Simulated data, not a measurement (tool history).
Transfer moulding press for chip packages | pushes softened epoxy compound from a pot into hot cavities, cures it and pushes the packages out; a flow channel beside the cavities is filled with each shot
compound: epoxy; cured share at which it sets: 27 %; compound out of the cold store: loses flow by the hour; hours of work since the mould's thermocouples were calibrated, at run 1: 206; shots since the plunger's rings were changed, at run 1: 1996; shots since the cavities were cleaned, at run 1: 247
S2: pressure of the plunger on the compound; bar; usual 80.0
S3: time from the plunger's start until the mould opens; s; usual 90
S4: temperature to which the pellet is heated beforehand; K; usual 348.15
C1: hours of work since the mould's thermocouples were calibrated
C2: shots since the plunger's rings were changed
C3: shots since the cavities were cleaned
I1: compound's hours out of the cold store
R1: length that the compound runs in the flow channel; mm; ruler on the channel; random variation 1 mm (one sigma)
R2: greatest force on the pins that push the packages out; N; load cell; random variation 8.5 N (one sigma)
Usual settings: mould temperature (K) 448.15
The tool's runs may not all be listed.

{"run": 1, "hour": 0.0, "mould temperature (K)": 448.15, "S2": 80.0, "S3": 90, "S4": 348.15, "C1": 206, "C2": 1996, "C3": 247, "I1": 21.0, "R1": 628, "R2": 510}
{"run": 2, "hour": 21.6, "mould temperature (K)": 448.15, "S2": 80.0, "S3": 90, "S4": 348.15, "C1": 215, "C2": 2181, "C3": 432, "I1": 22.0, "R1": 624, "R2": 601}
{"run": 3, "hour": 45.0, "mould temperature (K)": 448.15, "S2": 80.0, "S3": 90, "S4": 348.15, "C1": 226, "C2": 2381, "C3": 632, "I1": 28.7, "R1": 605, "R2": 636}
{"hour": 55.8, "done": "cavities cleaned with cleaning compound and waxed"}
{"run": 4, "hour": 73.0, "mould temperature (K)": 448.15, "S2": 80.0, "S3": 81, "S4": 348.15, "C1": 238, "C2": 2607, "C3": 147, "I1": 37.5, "R1": 580, "R2": 519}
{"run": 5, "hour": 87.1, "mould temperature (K)": 448.15, "S2": 80.0, "S3": 90, "S4": 348.15, "C1": 244, "C2": 2727, "C3": 267, "I1": 24.3, "R1": 614, "R2": 528}
{"hour": 107.7, "done": "plunger's sealing rings changed"}
{"run": 6, "hour": 108.1, "mould temperature (K)": 444.15, "S2": 80.0, "S3": 90, "S4": 348.15, "C1": 252, "C2": 3, "C3": 425, "I1": 35.0, "R1": 615, "R2": 685}
{"run": 7, "hour": 122.4, "mould temperature (K)": 444.15, "S2": 80.0, "S3": 90, "S4": 348.15, "C1": 259, "C2": 126, "C3": 548, "I1": 26.7, "R1": 638, "R2": 761}
{"hour": 142.5, "done": "cavities cleaned with cleaning compound and waxed"}
{"run": 8, "hour": 142.5, "mould temperature (K)": 448.15, "S2": 80.0, "S3": 90, "S4": 341.15, "C1": 267, "C2": 284, "C3": 0, "I1": 38.2, "R1": 591, "R2": 387}
{"run": 9, "hour": 166.4, "mould temperature (K)": 442.15, "S2": 80.0, "S3": 90, "S4": 348.15, "C1": 277, "C2": 488, "C3": 204, "I1": 28.5, "R1": 637, "R2": 705}
{"run": 10, "hour": 182.9, "mould temperature (K)": 442.15, "S2": 80.0, "S3": 90, "S4": 348.15, "C1": 285, "C2": 629, "C3": 345, "I1": 35.0, "R1": 619, "R2": 796}
{"run": 11, "hour": 203.3, "mould temperature (K)": 442.15, "S2": 80.0, "S3": 90, "S4": 348.15, "C1": 294, "C2": 803, "C3": 519, "I1": 17.2, "R1": 670, "R2": 908}
{"run": 12, "hour": 216.2, "mould temperature (K)": 442.15, "S2": 80.0, "S3": 90, "S4": 348.15, "C1": 300, "C2": 913, "C3": 629, "I1": 20.9, "R1": 658, "R2": 970}
{"hour": 226.7, "done": "cavities cleaned with cleaning compound and waxed"}
{"run": 13, "hour": 240.3, "mould temperature (K)": 452.15, "S2": 64.1, "S3": 99, "S4": 355.15, "C1": 310, "C2": 1106, "C3": 116, "I1": 10.7, "R1": 579, "R2": 395}
{"run": 14, "hour": 260.8, "mould temperature (K)": 452.15, "S2": 64.1, "S3": 99, "S4": 355.15, "C1": 319, "C2": 1281, "C3": 291, "I1": 41.8, "R1": 505, "R2": 465}
{"run": 15, "hour": 284.0, "mould temperature (K)": 448.15, "S2": 80.5, "S3": 80, "S4": 348.15, "C1": 329, "C2": 1479, "C3": 489, "I1": 21.0, "R1": 633, "R2": 756}
{"run": 16, "hour": 298.9, "mould temperature (K)": 448.15, "S2": 80.5, "S3": 84, "S4": 348.15, "C1": 336, "C2": 1607, "C3": 617, "I1": 27.0, "R1": 615, "R2": 705}
{"hour": 312.7, "done": "cavities cleaned with cleaning compound and waxed"}
{"run": 17, "hour": 317.8, "mould temperature (K)": 445.15, "S2": 67.3, "S3": 90, "S4": 358.15, "C1": 344, "C2": 1755, "C3": 44, "I1": 41.9, "R1": 535, "R2": 435}
{"run": 18, "hour": 343.1, "mould temperature (K)": 441.15, "S2": 79.1, "S3": 90, "S4": 358.15, "C1": 355, "C2": 1971, "C3": 260, "I1": 22.4, "R1": 649, "R2": 800}
{"run": 19, "hour": 362.4, "mould temperature (K)": 452.15, "S2": 80.0, "S3": 90, "S4": 341.15, "C1": 364, "C2": 2136, "C3": 425, "I1": 28.9, "R1": 591, "R2": 498}
{"run": 20, "hour": 385.9, "mould temperature (K)": 452.15, "S2": 80.0, "S3": 90, "S4": 341.15, "C1": 374, "C2": 2337, "C3": 626, "I1": 34.7, "R1": 577, "R2": 583}
{"hour": 396.3, "done": "cavities cleaned with cleaning compound and waxed"}
{"run": 21, "hour": 409.4, "mould temperature (K)": 452.15, "S2": 80.0, "S3": 90, "S4": 341.15, "C1": 384, "C2": 2524, "C3": 112, "I1": 39.4, "R1": 564, "R2": 398}
{"run": 22, "hour": 433.6, "mould temperature (K)": 452.15, "S2": 80.0, "S3": 90, "S4": 341.15, "C1": 395, "C2": 2731, "C3": 319, "I1": 12.4, "R1": 632, "R2": 497}
{"hour": 453.9, "done": "plunger's sealing rings changed"}
{"run": 23, "hour": 464.3, "mould temperature (K)": 452.15, "S2": 83.5, "S3": 105, "S4": 341.15, "C1": 408, "C2": 89, "C3": 560, "I1": 29.7, "R1": 613, "R2": 538}

Some steps in R1 between neighbouring runs. How much of each would the tool show without its hidden state too (settings, what came in, random variation), and how much is left for the hidden state, with any gauge scatter that isn't in both results?
The hidden state here: true mould temperature over the reading, C; pressure that reaches the compound, % of what is set; grip of the stained cavities, % over clean ones'; drift of the gauge itself on flow_mm, %; drift of the gauge itself on push_out_n, %.
Run 5 -> 6: mould temperature (K) 448.15 -> 444.15, plunger's sealing rings changed. R1 +1 mm: hidden state +16, all else -15.
Run 14 -> 15: mould temperature (K) 452.15 -> 448.15, S2 64.1 -> 80.5, S3 99 -> 80, S4 355.15 -> 348.15. R1 +128 mm: hidden state -3, all else +131.
Run 17 -> 18: mould temperature (K) 445.15 -> 441.15, S2 67.3 -> 79.1. R1 +114 mm: hidden state -4, all else +118.
Run 22 -> 23: S2 80.0 -> 83.5, S3 90 -> 105, plunger's sealing rings changed. R1 -19 mm: hidden state +13, all else -32.

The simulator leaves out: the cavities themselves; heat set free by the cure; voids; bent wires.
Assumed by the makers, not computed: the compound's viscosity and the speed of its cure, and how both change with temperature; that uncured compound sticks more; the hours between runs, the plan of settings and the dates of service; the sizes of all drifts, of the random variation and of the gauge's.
